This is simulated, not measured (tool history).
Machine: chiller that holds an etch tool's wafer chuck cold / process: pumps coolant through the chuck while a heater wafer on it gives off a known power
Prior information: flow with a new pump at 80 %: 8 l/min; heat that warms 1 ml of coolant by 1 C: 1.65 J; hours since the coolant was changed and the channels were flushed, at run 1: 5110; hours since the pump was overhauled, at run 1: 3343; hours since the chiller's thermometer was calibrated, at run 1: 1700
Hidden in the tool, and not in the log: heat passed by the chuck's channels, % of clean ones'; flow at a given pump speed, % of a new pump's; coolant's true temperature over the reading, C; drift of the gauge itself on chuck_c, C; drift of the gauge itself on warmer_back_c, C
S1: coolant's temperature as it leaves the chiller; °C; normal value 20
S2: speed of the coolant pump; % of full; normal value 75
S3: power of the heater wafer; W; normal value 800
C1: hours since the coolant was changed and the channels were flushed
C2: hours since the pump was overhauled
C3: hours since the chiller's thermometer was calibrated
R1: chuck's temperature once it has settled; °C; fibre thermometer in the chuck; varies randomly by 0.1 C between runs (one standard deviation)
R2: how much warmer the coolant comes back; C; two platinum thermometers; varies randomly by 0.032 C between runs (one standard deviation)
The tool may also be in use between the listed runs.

run    hour  S1  S2    S3    C1    C2    C3    R1    R2
  1     0.0  20  75   800  5110  3343  1700  31.3  4.14
  2    62.0  20  75   548  5172  3405  1762  27.8  2.86
  3    98.3  20  75   548  5209  3441  1798  27.8  2.96
  4   184.6  20  75   548  5295  3527  1884  27.8  2.94
  5   226.9  23  75   800  5337  3570  1927  34.4  4.21
  6   291.0  23  75   716  5401  3634  1991  33.2  3.83
  7   346.6  23  75   716  5457  3689  2046  33.0  3.79
  8   405.4  23  75   716  5516  3748  2105  33.4  3.83
  9   493.7  20  75   800  5604  3836  2193  31.2  4.27
 10   532.9  20  75   800  5643  3876  2233  31.6  4.29
      582.2  -- chiller's thermometer calibrated
 11   609.1  20  75   800  5718  3951    27  31.3  4.28
 12   687.4  20  75   800  5797  4029   105  30.9  4.28
 13   725.8  20  75   800  5835  4068   144  31.3  4.30
 14   769.9  20  75   800  5879  4112   188  31.3  4.29
 15   827.1  20  75   800  5936  4169   245  31.3  4.34
      896.8  -- coolant changed, channels flushed
 16   898.5  21  75   800     2  4234   310  30.8  4.34
 17   938.1  21  75   800    41  4274   350  31.0  4.36
 18   997.9  21  75   800   101  4334   410  30.8  4.31
 19  1043.7  20  63   521   147  4379   456  27.5  3.34
 20  1082.7  20  63   521   186  4418   495  27.4  3.43
 21  1150.4  20  63   521   254  4486   562  27.5  3.40
 22  1205.3  17  64   972   308  4541   617  31.1  6.23
 23  1291.6  13  74   401   395  4627   703  18.1  2.23
 24  1331.3  19  93   401   434  4667   743  23.3  1.75
 25  1388.1  28  75   762   491  4724   800  37.5  4.14
 26  1442.8  22  75   772   546  4779   855  31.7  4.20
 27  1478.4  26  62  1082   582  4814   890  42.0  7.17
 28  1544.2  26  62  1082   647  4880   956  42.1  7.16
 29  1583.4  20  62   807   687  4919   995  32.0  5.35
 30  1627.5  20  97  1171   731  4963  1039  32.3  4.88
 31  1710.5  20  97  1171   814  5046  1122  32.3  4.91

Entry by entry between the runs, the difference in hidden state between the last listed run before and the first listed run after:
Run 10 -> run 11: chiller's thermometer calibrated (hour 582.2)
  heat passed by the chuck's channels, % of clean ones': 84.7 -> 84.5; flow at a given pump speed, % of a new pump's: 91.5 -> 91.4; coolant's true temperature over the reading, C: 0.38 -> 0.06
  difference, measured minus the result without the unlogged condition, R1: +2.4 -> +2.0 °C; R2: +0.36 -> +0.37 C
Run 15 -> run 16: coolant changed, channels flushed (hour 896.8)
  heat passed by the chuck's channels, % of clean ones': 83.9 -> 99.9; flow at a given pump speed, % of a new pump's: 90.9 -> 90.8; coolant's true temperature over the reading, C: 0.09 -> 0.1
  difference, measured minus the result without the unlogged condition, R1: +2.2 -> +0.8 °C; R2: +0.39 -> +0.39 C

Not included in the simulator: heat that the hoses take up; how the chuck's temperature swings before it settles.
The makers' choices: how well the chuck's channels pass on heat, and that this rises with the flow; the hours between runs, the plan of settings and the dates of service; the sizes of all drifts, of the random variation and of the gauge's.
